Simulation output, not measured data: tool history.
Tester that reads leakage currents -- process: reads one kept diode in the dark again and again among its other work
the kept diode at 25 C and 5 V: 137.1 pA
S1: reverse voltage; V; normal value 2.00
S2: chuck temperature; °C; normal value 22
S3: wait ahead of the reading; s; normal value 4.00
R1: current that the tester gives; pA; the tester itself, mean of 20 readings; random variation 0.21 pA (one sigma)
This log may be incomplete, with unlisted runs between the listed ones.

Run 1, hour 0.0: usual settings. Result: R1 64.98 pA.
Run 2, hour 100.0: usual settings. Result: R1 64.73 pA.
Run 3, hour 192.1: usual settings. Result: R1 64.65 pA.
At hour 203.4: chuck's temperature calibrated.
Run 4, hour 284.2: usual settings. Result: R1 69.14 pA.
Run 5, hour 393.6: usual settings. Result: R1 69.30 pA.
Run 6, hour 509.2: usual settings. Result: R1 69.09 pA.
Run 7, hour 659.6: usual settings. Result: R1 69.00 pA.
Run 8, hour 771.5: usual settings. Result: R1 69.01 pA.
Run 9, hour 897.9: usual settings. Result: R1 68.69 pA.
Run 10, hour 1035.2: usual settings. Result: R1 68.93 pA.
Run 11, hour 1130.2: usual settings. Result: R1 68.52 pA.
Run 12, hour 1250.7: usual settings. Result: R1 68.32 pA.
Run 13, hour 1360.1: usual settings but S1 2.33 V, S2 45 °C, S3 5.45 s. Result: R1 565.13 pA.
Run 14, hour 1434.6: usual settings but S1 16.78 V, S2 25 °C. Result: R1 256.73 pA.
Run 15, hour 1547.5: usual settings but S3 0.42 s. Result: R1 69.21 pA.
Run 16, hour 1614.2: usual settings but S2 23 °C, S3 7.82 s. Result: R1 75.23 pA.
Run 17, hour 1735.5: usual settings but S1 1.56 V, S2 32 °C, S3 0.34 s. Result: R1 152.26 pA.
Run 18, hour 1823.6: usual settings but S1 5.58 V, S2 50 °C, S3 4.46 s. Result: R1 1269.22 pA.
Run 19, hour 1985.3: usual settings but S1 5.58 V, S2 50 °C, S3 4.46 s. Result: R1 1264.20 pA.
Run 20, hour 2102.6: usual settings but S1 5.58 V, S2 50 °C, S3 4.46 s. Result: R1 1258.48 pA.
Run 21, hour 2170.1: usual settings but S1 6.05 V. Result: R1 117.88 pA.
Run 22, hour 2297.3: usual settings but S2 43 °C. Result: R1 438.53 pA.

For some of the steps in R1 from one run to the next: how much would appear even if the tool had no hidden state, given the settings, what came in and random variation, and how much remains for the hidden state plus any gauge scatter that the measured result and the result without hidden state don't share?
The hidden state here: stray current of the dirty probe card, pA a volt; current scale over the true one, %; true chuck temperature over the reading, C; drift of the gauge itself on leakage_pa, %.
Run 17 -> 18: S1 1.56 -> 5.58, S2 32 -> 50, S3 0.34 -> 4.46. R1 +1116.96 pA: hidden state -35.46, all else +1152.42.
Run 20 -> 21: S1 5.58 -> 6.05, S2 50 -> 22, S3 4.46 -> 4.00. R1 -1140.60 pA: hidden state +51.16, all else -1191.76.
